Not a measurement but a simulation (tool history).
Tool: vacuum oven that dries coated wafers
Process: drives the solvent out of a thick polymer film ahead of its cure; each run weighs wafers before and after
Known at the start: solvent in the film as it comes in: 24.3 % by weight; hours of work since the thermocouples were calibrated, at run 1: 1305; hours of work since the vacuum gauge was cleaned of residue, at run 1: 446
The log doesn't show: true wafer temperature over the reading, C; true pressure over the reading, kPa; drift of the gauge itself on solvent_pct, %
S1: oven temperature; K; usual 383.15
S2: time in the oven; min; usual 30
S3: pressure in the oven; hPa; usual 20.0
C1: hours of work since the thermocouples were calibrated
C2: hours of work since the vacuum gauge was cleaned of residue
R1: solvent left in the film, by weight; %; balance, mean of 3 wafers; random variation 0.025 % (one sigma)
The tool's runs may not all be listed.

| run | hour | S1 | S2 | S3 | C1 | C2 | R1 |
|---|---|---|---|---|---|---|---|
| 1 | 0.0 | 383.15 | 30 | 20.0 | 1305 | 446 | 2.33 |
| 2 | 50.0 | 383.15 | 19 | 20.0 | 1333 | 474 | 4.14 |
| 3 | 93.7 | 383.15 | 30 | 20.0 | 1358 | 499 | 2.31 |
| 4 | 134.9 | 383.15 | 30 | 20.0 | 1381 | 522 | 2.32 |
| 5 | 166.3 | 383.15 | 30 | 34.1 | 1399 | 540 | 3.28 |
| 6 | 210.3 | 383.15 | 30 | 34.1 | 1424 | 565 | 3.28 |
| 7 | 244.5 | 383.15 | 30 | 34.1 | 1443 | 584 | 3.39 |
| 8 | 304.1 | 383.15 | 30 | 78.7 | 1477 | 618 | 6.33 |
| 9 | 337.7 | 383.15 | 30 | 20.0 | 1496 | 637 | 2.42 |

The next listed run, before its measurement:
| 10 | 365.8 | 383.15 | 27 | 11.7 | 1512 | 653 | ? |

Run 10 gave R1 2.21 %.
Without the tool's hidden state the same run would have given R1 1.73 %.

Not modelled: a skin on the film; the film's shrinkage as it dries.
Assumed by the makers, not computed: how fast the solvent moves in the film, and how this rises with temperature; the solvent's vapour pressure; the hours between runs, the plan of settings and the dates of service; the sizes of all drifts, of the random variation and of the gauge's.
